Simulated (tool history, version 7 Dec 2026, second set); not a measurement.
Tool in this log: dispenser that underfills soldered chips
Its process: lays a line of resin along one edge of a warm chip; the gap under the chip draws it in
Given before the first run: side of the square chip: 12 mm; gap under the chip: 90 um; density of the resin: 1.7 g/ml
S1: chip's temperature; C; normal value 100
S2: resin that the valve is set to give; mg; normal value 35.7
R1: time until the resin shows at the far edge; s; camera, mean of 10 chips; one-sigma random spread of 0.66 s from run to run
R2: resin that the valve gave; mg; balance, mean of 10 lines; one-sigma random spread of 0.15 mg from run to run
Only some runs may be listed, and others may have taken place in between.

{"run": 1, "hour": 0.0, "S1": 100, "S2": 35.7, "R1": 62.7, "R2": 35.57}
{"run": 2, "hour": 3.3, "S1": 100, "S2": 35.7, "R1": 68.8, "R2": 35.58}
{"run": 3, "hour": 6.2, "S1": 100, "S2": 35.7, "R1": 74.2, "R2": 35.37}
{"run": 4, "hour": 8.9, "S1": 100, "S2": 35.7, "R1": 56.5, "R2": 35.27}
{"run": 5, "hour": 12.3, "S1": 100, "S2": 35.7, "R1": 62.2, "R2": 35.18}
{"run": 6, "hour": 16.9, "S1": 100, "S2": 35.7, "R1": 70.7, "R2": 35.08}
{"run": 7, "hour": 20.5, "S1": 100, "S2": 35.7, "R1": 56.8, "R2": 34.91}
{"run": 8, "hour": 24.0, "S1": 102, "S2": 35.7, "R1": 57.6, "R2": 34.99}
{"run": 9, "hour": 26.4, "S1": 102, "S2": 35.7, "R1": 62.5, "R2": 35.2}
{"run": 10, "hour": 29.8, "S1": 90, "S2": 35.7, "R1": 106.2, "R2": 34.68}
{"run": 11, "hour": 33.0, "S1": 100, "S2": 32.3, "R1": 59.4, "R2": 31.39}
{"run": 12, "hour": 35.4, "S1": 100, "S2": 32.3, "R1": 62.6, "R2": 31.41}
{"run": 13, "hour": 37.7, "S1": 100, "S2": 32.3, "R1": 66.3, "R2": 31.41}
{"run": 14, "hour": 42.1, "S1": 100, "S2": 32.3, "R1": 74.9, "R2": 31.29}
{"run": 15, "hour": 44.7, "S1": 100, "S2": 32.3, "R1": 78.9, "R2": 31.25}
{"run": 16, "hour": 47.4, "S1": 92, "S2": 32.3, "R1": 82.1, "R2": 31.3}
{"run": 17, "hour": 49.2, "S1": 103, "S2": 35.7, "R1": 56.7, "R2": 34.47}
{"run": 18, "hour": 53.5, "S1": 103, "S2": 35.7, "R1": 63.2, "R2": 34.41}
{"run": 19, "hour": 55.6, "S1": 95, "S2": 35.7, "R1": 88, "R2": 34.42}
{"run": 20, "hour": 59.7, "S1": 95, "S2": 40.9, "R1": 70.9, "R2": 39.24}
{"run": 21, "hour": 63.9, "S1": 94, "S2": 37.2, "R1": 84.5, "R2": 35.53}
{"run": 22, "hour": 66.5, "S1": 94, "S2": 42, "R1": 88.9, "R2": 40.27}
{"run": 23, "hour": 70.5, "S1": 94, "S2": 42, "R1": 70.3, "R2": 40.14}
{"run": 24, "hour": 74.3, "S1": 87, "S2": 45, "R1": 99.9, "R2": 43.06}
{"run": 25, "hour": 78.3, "S1": 87, "S2": 45, "R1": 112.2, "R2": 42.97}
{"run": 26, "hour": 80.4, "S1": 89, "S2": 43.2, "R1": 110.2, "R2": 41.02}
{"run": 27, "hour": 84.3, "S1": 107, "S2": 34.3, "R1": 45.3, "R2": 32.61}
{"run": 28, "hour": 87.0, "S1": 113, "S2": 42.5, "R1": 39.4, "R2": 40.1}
{"run": 29, "hour": 90.5, "S1": 113, "S2": 42.5, "R1": 42.6, "R2": 39.97}
{"run": 30, "hour": 93.9, "S1": 113, "S2": 42.5, "R1": 47.3, "R2": 39.82}
{"run": 31, "hour": 97.3, "S1": 87, "S2": 36.9, "R1": 97.8, "R2": 34.87}
{"run": 32, "hour": 99.8, "S1": 103, "S2": 35.7, "R1": 59.1, "R2": 33.56}
{"run": 33, "hour": 105.3, "S1": 87, "S2": 30.6, "R1": 122.7, "R2": 30.27}
{"run": 34, "hour": 107.4, "S1": 87, "S2": 30.6, "R1": 128.9, "R2": 30.48}
{"run": 35, "hour": 109.7, "S1": 107, "S2": 46.3, "R1": 44.3, "R2": 45.8}
{"run": 36, "hour": 112.3, "S1": 107, "S2": 46.3, "R1": 47.7, "R2": 46.3}
{"run": 37, "hour": 115.8, "S1": 112, "S2": 46.3, "R1": 43.9, "R2": 45.73}

Missing from the log above: 10 entries noted between runs. For each, name the pair of listed runs it sits between and say how the tool's hidden condition differs from the listed run just before to the listed run just after:
Logged between run 3 and run 4: new syringe of resin (hour 8.1)
  resin's viscosity, % of fresh resin's: 130.2 -> 100.3; dose that the valve gives, % of what is set: 98.9 -> 98.75; true chip temperature over the reading, C: 0.97 -> 0.98
  measured value less the no-hidden-state value, R1: +15.3 -> -1.8 s; R2: -0.39 -> -0.45 mg
Logged between run 6 and run 7: new syringe of resin (hour 20.5)
  resin's viscosity, % of fresh resin's: 123.6 -> 99; dose that the valve gives, % of what is set: 98.32 -> 98.13; true chip temperature over the reading, C: 1.02 -> 1.03
  measured value less the no-hidden-state value, R1: +11.4 -> -2.6 s; R2: -0.6 -> -0.66 mg
Logged between run 10 and run 11: new syringe of resin (hour 32.9)
  resin's viscosity, % of fresh resin's: 126.6 -> 101.5; dose that the valve gives, % of what is set: 97.6 -> 97.44; true chip temperature over the reading, C: 1.07 -> 1.08
  measured value less the no-hidden-state value, R1: +19 -> -1.1 s; R2: -0.85 -> -0.83 mg
Logged between run 15 and run 16: new syringe of resin (hour 45.4)
  resin's viscosity, % of fresh resin's: 138.3 -> 104.6; dose that the valve gives, % of what is set: 96.77 -> 96.64; true chip temperature over the reading, C: 1.13 -> 1.14
  measured value less the no-hidden-state value, R1: +19.8 -> +0.7 s; R2: -1.04 -> -1.09 mg
Logged between run 19 and run 20: new syringe of resin (hour 57.8)
  resin's viscosity, % of fresh resin's: 130.1 -> 106; dose that the valve gives, % of what is set: 96.18 -> 95.98; true chip temperature over the reading, C: 1.17 -> 1.19
  measured value less the no-hidden-state value, R1: +17.7 -> +1.1 s; R2: -1.37 -> -1.64 mg
Logged between run 22 and run 23: new syringe of resin (hour 70.3)
  resin's viscosity, % of fresh resin's: 126.8 -> 100; dose that the valve gives, % of what is set: 95.61 -> 95.39; true chip temperature over the reading, C: 1.21 -> 1.23
  measured value less the no-hidden-state value, R1: +15.6 -> -3.1 s; R2: -1.85 -> -1.95 mg
Logged between run 26 and run 27: new syringe of resin (hour 83)
  resin's viscosity, % of fresh resin's: 129.6 -> 104.1; dose that the valve gives, % of what is set: 94.81 -> 94.6; true chip temperature over the reading, C: 1.27 -> 1.28
  measured value less the no-hidden-state value, R1: +21.1 -> +0.2 s; R2: -2.24 -> -1.86 mg
Logged between run 30 and run 31: new syringe of resin (hour 95.5)
  resin's viscosity, % of fresh resin's: 134.1 -> 108; dose that the valve gives, % of what is set: 94.05 -> 93.87; true chip temperature over the reading, C: 1.32 -> 1.33
  measured value less the no-hidden-state value, R1: +10.6 -> +3.1 s; R2: -2.52 -> -2.29 mg
Logged between run 32 and run 33: dispensing valve cleaned and set on the balance (hour 101.3)
  resin's viscosity, % of fresh resin's: 115.5 -> 129.9; dose that the valve gives, % of what is set: 93.72 -> 99.71; true chip temperature over the reading, C: 1.34 -> 1.36
  measured value less the no-hidden-state value, R1: +5.8 -> +23.2 s; R2: -2.25 -> -0.09 mg
Logged between run 34 and run 35: new syringe of resin (hour 109)
  resin's viscosity, % of fresh resin's: 137.2 -> 102.9; dose that the valve gives, % of what is set: 99.6 -> 99.49; true chip temperature over the reading, C: 1.37 -> 1.38
  measured value less the no-hidden-state value, R1: +29.9 -> -0.9 s; R2: -0.13 -> -0.24 mg

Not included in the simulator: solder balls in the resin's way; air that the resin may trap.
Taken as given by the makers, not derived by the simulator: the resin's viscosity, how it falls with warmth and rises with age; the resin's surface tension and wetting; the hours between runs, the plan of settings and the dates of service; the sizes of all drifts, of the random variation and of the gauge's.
